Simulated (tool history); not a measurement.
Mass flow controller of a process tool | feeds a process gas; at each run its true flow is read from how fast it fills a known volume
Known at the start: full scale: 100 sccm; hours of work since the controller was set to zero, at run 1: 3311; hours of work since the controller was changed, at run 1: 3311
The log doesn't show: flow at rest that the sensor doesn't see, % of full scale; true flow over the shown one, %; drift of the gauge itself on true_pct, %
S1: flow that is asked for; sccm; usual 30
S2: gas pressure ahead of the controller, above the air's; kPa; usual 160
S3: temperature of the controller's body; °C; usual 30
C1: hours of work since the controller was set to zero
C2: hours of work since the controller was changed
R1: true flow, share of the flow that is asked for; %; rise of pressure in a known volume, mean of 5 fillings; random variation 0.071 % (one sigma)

| run | day | S1 | S2 | S3 | C1 | C2 | R1 |
|---|---|---|---|---|---|---|---|
| 1 | 0 | 30 | 160 | 30 | 3311 | 3311 | 99.68 |
| 2 | 4.012 | 30 | 160 | 30 | 3364 | 3364 | 99.88 |
| 3 | 6.933 | 30 | 160 | 30 | 3403 | 3403 | 99.78 |
| 4 | 10.108 | 30 | 160 | 30 | 3445 | 3445 | 99.71 |
| 5 | 13.617 | 30 | 160 | 30 | 3491 | 3491 | 99.67 |
| 6 | 18.071 | 30 | 160 | 30 | 3550 | 3550 | 99.72 |
| 7 | 21.779 | 30 | 160 | 30 | 3599 | 3599 | 99.89 |
| 8 | 23.575 | 30 | 160 | 30 | 3623 | 3623 | 99.74 |
| 9 | 25.475 | 30 | 237 | 30 | 3648 | 3648 | 99.64 |
| 10 | 29.746 | 30 | 237 | 30 | 3705 | 3705 | 99.44 |
| 11 | 32.192 | 30 | 237 | 30 | 3737 | 3737 | 99.54 |
| 12 | 36.017 | 55 | 237 | 30 | 3788 | 3788 | 99.82 |
| 13 | 40.025 | 55 | 237 | 30 | 3841 | 3841 | 99.71 |
| 14 | 43.875 | 55 | 237 | 30 | 3892 | 3892 | 99.75 |
| 15 | 46.988 | 55 | 237 | 30 | 3933 | 3933 | 99.87 |
| 16 | 49.742 | 30 | 279 | 38 | 3969 | 3969 | 99.92 |
| 17 | 52.158 | 10 | 159 | 22 | 4001 | 4001 | 98.8 |
| 18 | 54.812 | 10 | 159 | 24 | 4036 | 4036 | 99.1 |
| 19 | 58.312 | 10 | 159 | 24 | 4083 | 4083 | 98.93 |
| 20 | 61.925 | 38 | 146 | 25 | 4130 | 4130 | 99.46 |
| 21 | 64.121 | 38 | 201 | 31 | 4160 | 4160 | 99.69 |
| 22 | 67 | 87 | 277 | 30 | 4198 | 4198 | 100.03 |

3 ways to go on from here, each from the tool as it stands after run 22. What would each give?
| A | 70.05 | 64 | 151 | 30 | 4238 | 4238 | ? |
| B | 70.05 | 44 | 277 | 30 | 4238 | 4238 | ? |
| C | 70.05 | 87 | 149 | 24 | 4238 | 4238 | ? |

| run | R1 |
|---|---|
| A | 100.1 |
| B | 99.48 |
| C | 99.88 |
Without the tool's hidden state the same runs would have given:
| run | R1 |
|---|---|
| A | 100.11 |
| B | 99.49 |
| C | 99.89 |
